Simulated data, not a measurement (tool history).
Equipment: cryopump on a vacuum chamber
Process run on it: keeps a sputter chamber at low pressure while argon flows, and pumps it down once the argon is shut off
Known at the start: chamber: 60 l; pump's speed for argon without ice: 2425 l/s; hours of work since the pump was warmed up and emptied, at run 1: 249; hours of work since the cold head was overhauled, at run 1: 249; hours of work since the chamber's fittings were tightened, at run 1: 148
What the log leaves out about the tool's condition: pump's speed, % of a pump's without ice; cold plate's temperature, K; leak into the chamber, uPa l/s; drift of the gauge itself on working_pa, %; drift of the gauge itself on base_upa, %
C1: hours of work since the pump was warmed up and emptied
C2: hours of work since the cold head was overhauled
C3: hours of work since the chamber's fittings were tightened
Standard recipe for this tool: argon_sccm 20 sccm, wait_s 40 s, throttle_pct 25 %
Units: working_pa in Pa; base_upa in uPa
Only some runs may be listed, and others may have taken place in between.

{"run": 1, "hour": 0.0, "argon_sccm": 20, "wait_s": 40, "throttle_pct": 25, "C1": 249, "C2": 249, "C3": 148, "working_pa": 0.0564, "base_upa": 0.62}
{"run": 2, "hour": 17.4, "argon_sccm": 15, "wait_s": 40, "throttle_pct": 25, "C1": 264, "C2": 264, "C3": 163, "working_pa": 0.0426, "base_upa": 0.64}
{"run": 3, "hour": 30.4, "argon_sccm": 15, "wait_s": 40, "throttle_pct": 25, "C1": 275, "C2": 275, "C3": 174, "working_pa": 0.0417, "base_upa": 0.63}
{"run": 4, "hour": 45.8, "argon_sccm": 15, "wait_s": 40, "throttle_pct": 25, "C1": 288, "C2": 288, "C3": 187, "working_pa": 0.0426, "base_upa": 0.66}
{"run": 5, "hour": 61.3, "argon_sccm": 15, "wait_s": 90, "throttle_pct": 25, "C1": 302, "C2": 302, "C3": 201, "working_pa": 0.0424, "base_upa": 0.47}
{"run": 6, "hour": 77.7, "argon_sccm": 15, "wait_s": 90, "throttle_pct": 25, "C1": 316, "C2": 316, "C3": 215, "working_pa": 0.0428, "base_upa": 0.48}
{"run": 7, "hour": 92.2, "argon_sccm": 15, "wait_s": 90, "throttle_pct": 25, "C1": 328, "C2": 328, "C3": 227, "working_pa": 0.0429, "base_upa": 0.49}
{"run": 8, "hour": 106.0, "argon_sccm": 15, "wait_s": 90, "throttle_pct": 25, "C1": 340, "C2": 340, "C3": 239, "working_pa": 0.0429, "base_upa": 0.56}
{"run": 9, "hour": 128.4, "argon_sccm": 15, "wait_s": 90, "throttle_pct": 25, "C1": 360, "C2": 360, "C3": 258, "working_pa": 0.0427, "base_upa": 0.51}
{"run": 10, "hour": 141.9, "argon_sccm": 20, "wait_s": 37, "throttle_pct": 25, "C1": 371, "C2": 371, "C3": 270, "working_pa": 0.0579, "base_upa": 0.75}
{"run": 11, "hour": 162.7, "argon_sccm": 10, "wait_s": 37, "throttle_pct": 25, "C1": 389, "C2": 389, "C3": 288, "working_pa": 0.029, "base_upa": 0.79}
{"run": 12, "hour": 185.0, "argon_sccm": 10, "wait_s": 37, "throttle_pct": 25, "C1": 408, "C2": 408, "C3": 307, "working_pa": 0.0286, "base_upa": 0.82}
{"run": 13, "hour": 204.7, "argon_sccm": 10, "wait_s": 37, "throttle_pct": 25, "C1": 425, "C2": 425, "C3": 324, "working_pa": 0.0287, "base_upa": 0.81}
{"run": 14, "hour": 220.5, "argon_sccm": 10, "wait_s": 37, "throttle_pct": 25, "C1": 439, "C2": 439, "C3": 338, "working_pa": 0.029, "base_upa": 0.84}
{"run": 15, "hour": 237.5, "argon_sccm": 20, "wait_s": 40, "throttle_pct": 25, "C1": 454, "C2": 454, "C3": 353, "working_pa": 0.0569, "base_upa": 0.82}
{"run": 16, "hour": 255.8, "argon_sccm": 20, "wait_s": 40, "throttle_pct": 25, "C1": 469, "C2": 469, "C3": 368, "working_pa": 0.0568, "base_upa": 0.87}
{"run": 17, "hour": 265.8, "argon_sccm": 20, "wait_s": 40, "throttle_pct": 25, "C1": 478, "C2": 478, "C3": 377, "working_pa": 0.057, "base_upa": 0.85}
{"run": 18, "hour": 283.9, "argon_sccm": 28, "wait_s": 40, "throttle_pct": 25, "C1": 494, "C2": 494, "C3": 393, "working_pa": 0.0806, "base_upa": 0.84}
{"run": 19, "hour": 300.2, "argon_sccm": 32, "wait_s": 69, "throttle_pct": 25, "C1": 508, "C2": 508, "C3": 407, "working_pa": 0.0919, "base_upa": 0.77}
{"run": 20, "hour": 320.7, "argon_sccm": 18, "wait_s": 33, "throttle_pct": 18, "C1": 525, "C2": 525, "C3": 424, "working_pa": 0.0723, "base_upa": 1.0}
{"run": 21, "hour": 331.4, "argon_sccm": 23, "wait_s": 40, "throttle_pct": 22, "C1": 535, "C2": 535, "C3": 434, "working_pa": 0.0748, "base_upa": 0.92}
{"run": 22, "hour": 342.5, "argon_sccm": 17, "wait_s": 59, "throttle_pct": 17, "C1": 544, "C2": 544, "C3": 443, "working_pa": 0.0711, "base_upa": 0.86}
{"run": 23, "hour": 365.2, "argon_sccm": 20, "wait_s": 58, "throttle_pct": 25, "C1": 564, "C2": 564, "C3": 463, "working_pa": 0.0578, "base_upa": 0.84}
{"run": 24, "hour": 380.4, "argon_sccm": 38, "wait_s": 25, "throttle_pct": 22, "C1": 577, "C2": 577, "C3": 476, "working_pa": 0.1241, "base_upa": 1.12}
{"run": 25, "hour": 400.3, "argon_sccm": 38, "wait_s": 25, "throttle_pct": 22, "C1": 594, "C2": 594, "C3": 493, "working_pa": 0.1247, "base_upa": 1.19}
{"run": 26, "hour": 422.8, "argon_sccm": 15, "wait_s": 98, "throttle_pct": 30, "C1": 614, "C2": 614, "C3": 512, "working_pa": 0.036, "base_upa": 0.84}
{"run": 27, "hour": 443.8, "argon_sccm": 21, "wait_s": 151, "throttle_pct": 31, "C1": 632, "C2": 632, "C3": 531, "working_pa": 0.0491, "base_upa": 0.78}
{"run": 28, "hour": 459.8, "argon_sccm": 17, "wait_s": 156, "throttle_pct": 21, "C1": 645, "C2": 645, "C3": 544, "working_pa": 0.0586, "base_upa": 0.81}
{"run": 29, "hour": 481.6, "argon_sccm": 17, "wait_s": 156, "throttle_pct": 21, "C1": 664, "C2": 664, "C3": 563, "working_pa": 0.0584, "base_upa": 0.88}
{"run": 30, "hour": 498.6, "argon_sccm": 20, "wait_s": 40, "throttle_pct": 21, "C1": 679, "C2": 679, "C3": 578, "working_pa": 0.0684, "base_upa": 1.1}
{"run": 31, "hour": 509.5, "argon_sccm": 20, "wait_s": 40, "throttle_pct": 21, "C1": 688, "C2": 688, "C3": 587, "working_pa": 0.0686, "base_upa": 1.11}
{"run": 32, "hour": 529.5, "argon_sccm": 20, "wait_s": 40, "throttle_pct": 21, "C1": 706, "C2": 706, "C3": 605, "working_pa": 0.0691, "base_upa": 1.13}
{"run": 33, "hour": 552.7, "argon_sccm": 38, "wait_s": 71, "throttle_pct": 22, "C1": 726, "C2": 726, "C3": 624, "working_pa": 0.1248, "base_upa": 0.99}
{"run": 34, "hour": 572.7, "argon_sccm": 20, "wait_s": 21, "throttle_pct": 41, "C1": 743, "C2": 743, "C3": 642, "working_pa": 0.0362, "base_upa": 1.49}

3 options for the next run, each taken on its own from the tool as it stands now. Forecast them:
{"run": "A", "hour": 583.0, "argon_sccm": 10, "wait_s": 63, "throttle_pct": 34, "C1": 752, "C2": 752, "C3": 651, "working_pa": "?", "base_upa": "?"}
{"run": "B", "hour": 583.0, "argon_sccm": 20, "wait_s": 21, "throttle_pct": 41, "C1": 752, "C2": 752, "C3": 651, "working_pa": "?", "base_upa": "?"}
{"run": "C", "hour": 583.0, "argon_sccm": 40, "wait_s": 35, "throttle_pct": 57, "C1": 752, "C2": 752, "C3": 651, "working_pa": "?", "base_upa": "?"}

run=A working_pa=0.0222 base_upa=1.11
run=B working_pa=0.0373 base_upa=1.54
run=C working_pa=0.0541 base_upa=1.28
Take away the tool's hidden state, keep each run's random variation, and the runs would have read:
run=A working_pa=0.0208 base_upa=0.35
run=B working_pa=0.0344 base_upa=0.77
run=C working_pa=0.0485 base_upa=0.51

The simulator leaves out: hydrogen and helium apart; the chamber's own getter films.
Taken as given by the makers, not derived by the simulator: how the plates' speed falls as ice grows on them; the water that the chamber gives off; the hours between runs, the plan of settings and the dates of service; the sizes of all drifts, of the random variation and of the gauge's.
